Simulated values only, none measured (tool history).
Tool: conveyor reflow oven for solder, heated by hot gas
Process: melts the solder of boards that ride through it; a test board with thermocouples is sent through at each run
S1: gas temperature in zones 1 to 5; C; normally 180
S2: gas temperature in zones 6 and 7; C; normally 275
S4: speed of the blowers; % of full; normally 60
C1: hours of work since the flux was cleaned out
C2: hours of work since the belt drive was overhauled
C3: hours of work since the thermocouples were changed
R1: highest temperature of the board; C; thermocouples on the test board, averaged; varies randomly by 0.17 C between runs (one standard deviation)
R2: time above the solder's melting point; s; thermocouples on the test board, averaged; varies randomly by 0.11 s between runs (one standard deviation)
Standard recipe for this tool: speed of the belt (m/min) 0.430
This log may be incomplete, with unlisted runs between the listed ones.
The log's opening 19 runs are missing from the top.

run 20 hour=150.8 | S1=191 S2=275 speed_of_the_belt_(m/min)=0.430 S4=60 | C1=221 C2=298 C3=648 | R1=258.4 R2=87.4
run 21 hour=155.4 | S1=191 S2=275 speed_of_the_belt_(m/min)=0.430 S4=60 | C1=224 C2=301 C3=651 | R1=259.0 R2=87.4
run 22 hour=166.1 | S1=191 S2=275 speed_of_the_belt_(m/min)=0.468 S4=60 | C1=230 C2=307 C3=657 | R1=256.2 R2=77.7
run 23 hour=170.8 | S1=171 S2=267 speed_of_the_belt_(m/min)=0.430 S4=57 | C1=233 C2=310 C3=660 | R1=247.2 R2=66.2
run 24 hour=181.0 | S1=176 S2=272 speed_of_the_belt_(m/min)=0.430 S4=64 | C1=240 C2=316 C3=667 | R1=254.2 R2=76.0
run 25 hour=190.7 | S1=176 S2=272 speed_of_the_belt_(m/min)=0.430 S4=64 | C1=246 C2=322 C3=673 | R1=253.9 R2=75.7
run 26 hour=201.1 | S1=180 S2=278 speed_of_the_belt_(m/min)=0.346 S4=60 | C1=252 C2=329 C3=679 | R1=265.4 R2=108.5
run 27 hour=210.9 | S1=194 S2=274 speed_of_the_belt_(m/min)=0.425 S4=84 | C1=258 C2=335 C3=685 | R1=262.0 R2=93.2
run 28 hour=221.3 | S1=166 S2=284 speed_of_the_belt_(m/min)=0.477 S4=86 | C1=264 C2=341 C3=691 | R1=263.8 R2=71.2
run 29 hour=231.8 | S1=182 S2=284 speed_of_the_belt_(m/min)=0.356 S4=64 | C1=271 C2=347 C3=698 | R1=271.5 R2=110.3
run 30 hour=239.5 | S1=182 S2=284 speed_of_the_belt_(m/min)=0.356 S4=64 | C1=275 C2=352 C3=702 | R1=271.2 R2=110.3
run 31 hour=244.9 | S1=191 S2=264 speed_of_the_belt_(m/min)=0.375 S4=79 | C1=279 C2=355 C3=706 | R1=254.8 R2=98.8

What if the next run were any one of these 4? Each begins from the tool's condition after run 31:
run A hour=253.9 | S1=169 S2=275 speed_of_the_belt_(m/min)=0.430 S4=60 | C1=284 C2=361 C3=711 | R1=? R2=?
run B hour=253.9 | S1=191 S2=274 speed_of_the_belt_(m/min)=0.375 S4=79 | C1=284 C2=361 C3=711 | R1=? R2=?
run C hour=253.9 | S1=166 S2=275 speed_of_the_belt_(m/min)=0.375 S4=66 | C1=284 C2=361 C3=711 | R1=? R2=?
run D hour=253.9 | S1=180 S2=275 speed_of_the_belt_(m/min)=0.430 S4=55 | C1=284 C2=361 C3=711 | R1=? R2=?

run=A R1=254.5 R2=72.7
run=B R1=263.8 R2=104.8
run=C R1=260.0 R2=88.9
run=D R1=255.2 R2=78.0
The same runs, with their run-to-run variation unchanged, on a tool lacking any hidden condition would have given:
run=A R1=257.1 R2=74.9
run=B R1=266.3 R2=106.0
run=C R1=262.6 R2=90.9
run=D R1=257.7 R2=80.0
